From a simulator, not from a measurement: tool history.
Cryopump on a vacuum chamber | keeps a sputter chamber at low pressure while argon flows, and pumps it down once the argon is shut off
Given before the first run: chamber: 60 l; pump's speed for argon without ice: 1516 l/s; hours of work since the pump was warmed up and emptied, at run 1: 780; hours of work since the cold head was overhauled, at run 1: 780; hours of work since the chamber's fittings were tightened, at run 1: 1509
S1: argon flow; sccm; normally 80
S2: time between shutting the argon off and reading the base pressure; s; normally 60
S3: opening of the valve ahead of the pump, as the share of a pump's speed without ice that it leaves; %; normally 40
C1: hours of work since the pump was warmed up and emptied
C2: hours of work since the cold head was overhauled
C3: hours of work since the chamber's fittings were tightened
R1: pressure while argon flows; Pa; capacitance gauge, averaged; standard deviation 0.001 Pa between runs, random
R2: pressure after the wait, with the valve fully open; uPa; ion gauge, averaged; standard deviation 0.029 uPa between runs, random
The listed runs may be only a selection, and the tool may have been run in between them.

{"run": 1, "hour": 0.0, "S1": 80, "S2": 60, "S3": 40, "C1": 780, "C2": 780, "C3": 1509, "R1": 0.2371, "R2": 2.33}
{"run": 2, "hour": 55.2, "S1": 80, "S2": 60, "S3": 40, "C1": 806, "C2": 806, "C3": 1535, "R1": 0.236, "R2": 2.43}
{"run": 3, "hour": 121.5, "S1": 80, "S2": 60, "S3": 40, "C1": 837, "C2": 837, "C3": 1566, "R1": 0.2348, "R2": 2.46}
{"run": 4, "hour": 178.9, "S1": 102, "S2": 60, "S3": 40, "C1": 865, "C2": 865, "C3": 1593, "R1": 0.3008, "R2": 2.52}
{"run": 5, "hour": 211.2, "S1": 102, "S2": 60, "S3": 40, "C1": 880, "C2": 880, "C3": 1608, "R1": 0.3045, "R2": 2.44}
{"run": 6, "hour": 281.8, "S1": 102, "S2": 60, "S3": 40, "C1": 913, "C2": 913, "C3": 1642, "R1": 0.3033, "R2": 2.51}
{"run": 7, "hour": 324.0, "S1": 102, "S2": 60, "S3": 40, "C1": 933, "C2": 933, "C3": 1662, "R1": 0.303, "R2": 2.54}
{"run": 8, "hour": 392.1, "S1": 102, "S2": 20, "S3": 22, "C1": 965, "C2": 965, "C3": 1694, "R1": 0.5341, "R2": 5.1}
{"run": 9, "hour": 435.3, "S1": 111, "S2": 20, "S3": 28, "C1": 986, "C2": 986, "C3": 1714, "R1": 0.466, "R2": 5.02}
{"run": 10, "hour": 471.7, "S1": 53, "S2": 254, "S3": 29, "C1": 1003, "C2": 1003, "C3": 1732, "R1": 0.216, "R2": 1.6}
{"run": 11, "hour": 534.1, "S1": 67, "S2": 60, "S3": 58, "C1": 1033, "C2": 1033, "C3": 1761, "R1": 0.1427, "R2": 2.54}
{"run": 12, "hour": 579.2, "S1": 80, "S2": 30, "S3": 26, "C1": 1054, "C2": 1054, "C3": 1783, "R1": 0.3588, "R2": 3.66}

Below are 4 alternative next runs, each starting from the tool's condition after run 12. Predict each:
{"run": "A", "hour": 651.7, "S1": 112, "S2": 179, "S3": 24, "C1": 1088, "C2": 1088, "C3": 1817, "R1": "?", "R2": "?"}
{"run": "B", "hour": 651.7, "S1": 80, "S2": 62, "S3": 26, "C1": 1088, "C2": 1088, "C3": 1817, "R1": "?", "R2": "?"}
{"run": "C", "hour": 651.7, "S1": 80, "S2": 29, "S3": 19, "C1": 1088, "C2": 1088, "C3": 1817, "R1": "?", "R2": "?"}
{"run": "D", "hour": 651.7, "S1": 38, "S2": 163, "S3": 26, "C1": 1088, "C2": 1088, "C3": 1817, "R1": "?", "R2": "?"}

run=A R1=0.5459 R2=1.83
run=B R1=0.3592 R2=2.57
run=C R1=0.4864 R2=3.83
run=D R1=0.1718 R2=1.9
What these runs would have given with no unlogged condition in the tool:
run=A R1=0.5196 R2=0.64
run=B R1=0.3405 R2=1.38
run=C R1=0.4677 R2=2.66
run=D R1=0.1628 R2=0.7

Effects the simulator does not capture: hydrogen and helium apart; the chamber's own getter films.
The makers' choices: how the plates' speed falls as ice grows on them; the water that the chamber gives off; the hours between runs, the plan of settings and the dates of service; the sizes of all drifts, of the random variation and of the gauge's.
